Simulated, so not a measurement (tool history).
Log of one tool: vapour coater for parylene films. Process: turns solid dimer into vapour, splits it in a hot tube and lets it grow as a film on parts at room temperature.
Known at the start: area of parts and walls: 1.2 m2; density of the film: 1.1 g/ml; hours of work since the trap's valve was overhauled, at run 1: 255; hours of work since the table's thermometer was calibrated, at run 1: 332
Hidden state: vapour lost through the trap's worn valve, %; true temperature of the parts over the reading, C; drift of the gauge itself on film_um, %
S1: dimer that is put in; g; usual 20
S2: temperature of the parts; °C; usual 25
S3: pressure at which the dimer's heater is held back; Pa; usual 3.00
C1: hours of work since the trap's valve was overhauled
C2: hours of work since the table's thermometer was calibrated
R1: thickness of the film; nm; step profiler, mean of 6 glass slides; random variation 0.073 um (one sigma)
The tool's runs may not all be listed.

run	hour	S1	S2	S3	C1	C2	R1
1	0.0	20	25	3.00	255	332	7980
2	19.6	20	25	3.00	269	345	7810
3	33.3	20	25	3.00	279	355	7820
4	52.0	20	33	3.00	292	368	6300
5	66.2	20	25	3.33	302	378	7650
6	76.7	20	25	3.00	309	386	7720
# hour 97.6: trap's valve overhauled
7	103.2	20	25	3.00	4	401	8680
8	125.6	20	25	3.00	20	417	8480
9	135.1	25	25	3.00	26	424	10870
10	151.8	20	36	3.00	38	436	6380
11	167.8	20	36	3.00	49	447	6350
12	180.3	20	36	3.00	58	456	6410
# hour 182.9: table's thermometer calibrated
13	196.8	8	25	3.00	69	10	3420
14	214.0	20	32	3.00	81	22	6980
15	227.3	20	25	3.00	91	31	8540
# hour 241.3: table's thermometer calibrated, once more
16	243.6	20	25	3.00	101	2	8510
17	256.3	20	25	3.00	110	11	8400
18	268.9	13	25	3.00	119	19	5430
19	287.3	32	24	4.50	132	32	13400
20	304.2	32	24	4.50	144	44	13390
21	324.0	32	24	4.50	158	58	13250
22	343.4	15	25	11.22	172	72	5730
23	355.0	20	27	3.00	180	80	7820
24	371.0	20	27	3.00	191	91	7740
25	393.0	11	35	3.00	207	107	3460
26	411.1	18	28	9.57	219	120	6410
27	429.5	14	19	3.13	232	133	6520
28	452.3	14	26	4.96	248	149	5370
29	471.5	19	18	3.00	262	162	8950
30	493.5	10	25	8.07	277	178	3670
31	516.9	17	18	2.27	294	194	8000
32	539.6	12	20	2.27	310	210	5410

Forecast each of these 5 alternatives for the next run:
A	554.7	20	25	3.00	320	221	?
B	554.7	27	20	2.27	320	221	?
C	554.7	20	19	3.43	320	221	?
D	554.7	10	20	2.27	320	221	?
E	554.7	26	21	2.24	320	221	?

run	R1
A	7730
B	11950
C	8970
D	4520
E	11330
Without the tool's hidden state the same runs would have given:
run	R1
A	8760
B	13540
C	10160
D	5120
E	12840
